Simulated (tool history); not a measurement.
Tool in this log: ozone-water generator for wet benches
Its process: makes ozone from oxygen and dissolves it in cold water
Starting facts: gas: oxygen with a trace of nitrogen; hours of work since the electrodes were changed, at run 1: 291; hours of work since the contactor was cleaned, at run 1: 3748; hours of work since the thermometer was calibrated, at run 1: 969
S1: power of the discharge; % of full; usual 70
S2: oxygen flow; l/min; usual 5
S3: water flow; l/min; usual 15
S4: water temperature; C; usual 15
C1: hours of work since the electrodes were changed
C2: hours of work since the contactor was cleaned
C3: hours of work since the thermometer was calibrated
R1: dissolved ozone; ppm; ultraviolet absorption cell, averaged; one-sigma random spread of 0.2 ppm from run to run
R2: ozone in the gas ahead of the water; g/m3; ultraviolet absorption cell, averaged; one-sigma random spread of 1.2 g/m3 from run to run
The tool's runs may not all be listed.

| run | hour | S1 | S2 | S3 | S4 | C1 | C2 | C3 | R1 | R2 |
|---|---|---|---|---|---|---|---|---|---|---|
| 1 | 0 | 70 | 5 | 15 | 15 | 291 | 3748 | 969 | 28.3 | 208.5 |
| 2 | 192.2 | 93 | 5 | 15 | 15 | 452 | 3908 | 1130 | 34.1 | 253.4 |
| 3 | 389.9 | 93 | 5 | 15 | 15 | 617 | 4073 | 1295 | 33.5 | 250.2 |
| 4 | 547 | 93 | 5 | 15 | 15 | 748 | 4204 | 1426 | 33.7 | 249.2 |
| 5 | 731.5 | 93 | 5 | 15 | 15 | 902 | 4358 | 1580 | 33.1 | 248 |
| 6 | 926.1 | 93 | 5 | 15 | 15 | 1064 | 4521 | 1742 | 32.9 | 246 |
| 7 | 1078.7 | 70 | 5 | 23 | 15 | 1192 | 4648 | 1870 | 18.4 | 204.2 |
| 8 | 1262.8 | 70 | 5 | 15 | 15 | 1345 | 4802 | 2023 | 26.9 | 202.4 |
| 9 | 1460.5 | 70 | 5 | 15 | 15 | 1511 | 4967 | 2188 | 27 | 200.6 |
| 10 | 1567.3 | 70 | 5 | 15 | 15 | 1600 | 5056 | 2277 | 26.6 | 201.8 |
| 11 | 1754.8 | 70 | 5 | 15 | 15 | 1756 | 5212 | 2434 | 26.2 | 200.1 |
| 12 | 1936.7 | 55 | 5 | 15 | 15 | 1908 | 5364 | 2586 | 22.4 | 168.2 |
| 13 | 2107.8 | 55 | 5 | 15 | 15 | 2051 | 5507 | 2729 | 22.1 | 167.4 |
| 14 | 2266.2 | 55 | 5 | 15 | 15 | 2183 | 5639 | 2861 | 22.1 | 166.9 |
| 15 | 2409.6 | 55 | 5 | 15 | 15 | 2303 | 5759 | 2980 | 22.1 | 168.8 |
|  | 2428.9 | contactor cleaned |
| 16 | 2498.5 | 60 | 5 | 15 | 15 | 2374 | 58 | 3051 | 22.6 | 177.7 |
| 17 | 2692.9 | 42 | 5 | 15 | 19 | 2536 | 220 | 3214 | 16.6 | 141 |
| 18 | 2805.9 | 42 | 3.31 | 9 | 8 | 2630 | 315 | 3308 | 31.7 | 183.8 |
| 19 | 2996.2 | 69 | 4.09 | 11 | 15 | 2789 | 473 | 3467 | 32.4 | 219.6 |
| 20 | 3162.7 | 55 | 3.35 | 11 | 15 | 2928 | 612 | 3606 | 29 | 212.2 |
| 21 | 3363.6 | 55 | 3.35 | 11 | 15 | 3096 | 780 | 3773 | 28.6 | 213.7 |
| 22 | 3486.4 | 55 | 3.35 | 11 | 15 | 3198 | 883 | 3876 | 28.9 | 215.6 |
| 23 | 3626.8 | 51 | 3.35 | 11 | 15 | 3315 | 1000 | 3993 | 27.3 | 203.3 |
|  | 3645.5 | contactor cleaned, once more |
| 24 | 3755.1 | 70 | 5 | 15 | 15 | 3419 | 91 | 4097 | 25.7 | 185.2 |
| 25 | 3880.7 | 67 | 3.85 | 15 | 12 | 3524 | 196 | 4202 | 27.2 | 220.9 |
| 26 | 3982.8 | 67 | 4.19 | 15 | 8 | 3609 | 281 | 4287 | 28.5 | 205.6 |
| 27 | 4142.3 | 90 | 8.08 | 19 | 9 | 3742 | 415 | 4420 | 24.9 | 158.1 |
| 28 | 4309.1 | 70 | 5 | 14 | 15 | 3881 | 554 | 4559 | 27.2 | 184.8 |
| 29 | 4461.3 | 81 | 6.15 | 19 | 18 | 4008 | 681 | 4686 | 21.1 | 177 |
| 30 | 4586.4 | 81 | 4.98 | 19 | 18 | 4113 | 785 | 4791 | 21.4 | 201.7 |
| 31 | 4723.6 | 93 | 4.82 | 15 | 17 | 4227 | 900 | 4905 | 29.3 | 222.7 |
| 32 | 4922.4 | 40 | 5.61 | 19 | 8 | 4393 | 1066 | 5071 | 15.6 | 121.5 |

Take each entry between the runs: how does the hidden state at the last listed run before it differ from the hidden state at the first listed run after it?
Between runs 15 and 16: contactor cleaned (hour 2428.9)
  yield of the discharge, % of new electrodes': 93 -> 92.7; contactor's efficiency, % of a clean one's: 88.7 -> 83.3
  measured value less the no-hidden-state value, R1: -2.7 -> -3.6 ppm; R2: -10.6 -> -12.4 g/m3
Between runs 23 and 24: contactor cleaned, once more (hour 3645.5)
  yield of the discharge, % of new electrodes': 89.8 -> 89.4; contactor's efficiency, % of a clean one's: 81.7 -> 99.4; true water temperature over the reading, C: 0.32 -> 0.33
  measured value less the no-hidden-state value, R1: -4.6 -> -3.3 ppm; R2: -18.1 -> -21.9 g/m3
